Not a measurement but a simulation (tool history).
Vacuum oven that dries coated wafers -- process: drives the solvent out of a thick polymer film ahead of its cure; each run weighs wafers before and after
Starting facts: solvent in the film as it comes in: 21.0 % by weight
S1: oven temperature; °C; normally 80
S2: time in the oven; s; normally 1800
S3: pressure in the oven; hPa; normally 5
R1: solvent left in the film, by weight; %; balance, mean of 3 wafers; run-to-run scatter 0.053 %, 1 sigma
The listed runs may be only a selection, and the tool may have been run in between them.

run	hour	S1	S2	S3	R1
1	0	80	1800	5	3.29
2	107.5	80	1800	5	3.43
3	173.8	80	1800	5	3.61
4	248.7	80	1800	5	3.66
5	321.2	80	1800	5	2.37
6	387.2	80	1800	5	2.5
7	450.6	80	1800	5	2.48
8	552.9	80	1800	2.81	2.4
9	657.7	80	1800	2.81	2.41
10	763.6	88	1800	5	1.17
11	852.5	88	1800	5	1.25
12	947.1	71	1800	5	6.77
13	1059.7	71	1800	5	6.79
14	1167	80	1020	5	5.83
15	1228.3	80	1800	5.01	3.25
16	1342.7	80	1860	5.01	3.06
17	1432.3	80	1860	5.01	3.29
18	1539.8	93	1800	5	1.13
19	1672.2	93	1800	5	0.48
20	1764.6	93	1800	5	0.56
21	1891.1	81	1320	5	3.55
22	1949.5	79	1800	8.43	3.51
23	2005.7	95	2280	9.08	0.84

Put back what was entered between runs (2 entries, withheld): which listed runs does each sit between, and how does the hidden state differ from the listed run before to the listed run after?
After run 4, before run 5: oven's thermocouples calibrated (hour 269.9)
  true wafer temperature over the reading, C: -3.93 -> -0.16; true pressure over the reading, kPa: 0.43 -> 0.451
  the result without the hidden state subtracted from the measured one, R1: +1.8 -> +0.6 %
After run 18, before run 19: vacuum gauge cleaned of residue and calibrated (hour 1617)
  true wafer temperature over the reading, C: -2.07 -> -2.25; true pressure over the reading, kPa: 0.787 -> 0.022
  the result without the hidden state subtracted from the measured one, R1: +0.75 -> +0.09 %

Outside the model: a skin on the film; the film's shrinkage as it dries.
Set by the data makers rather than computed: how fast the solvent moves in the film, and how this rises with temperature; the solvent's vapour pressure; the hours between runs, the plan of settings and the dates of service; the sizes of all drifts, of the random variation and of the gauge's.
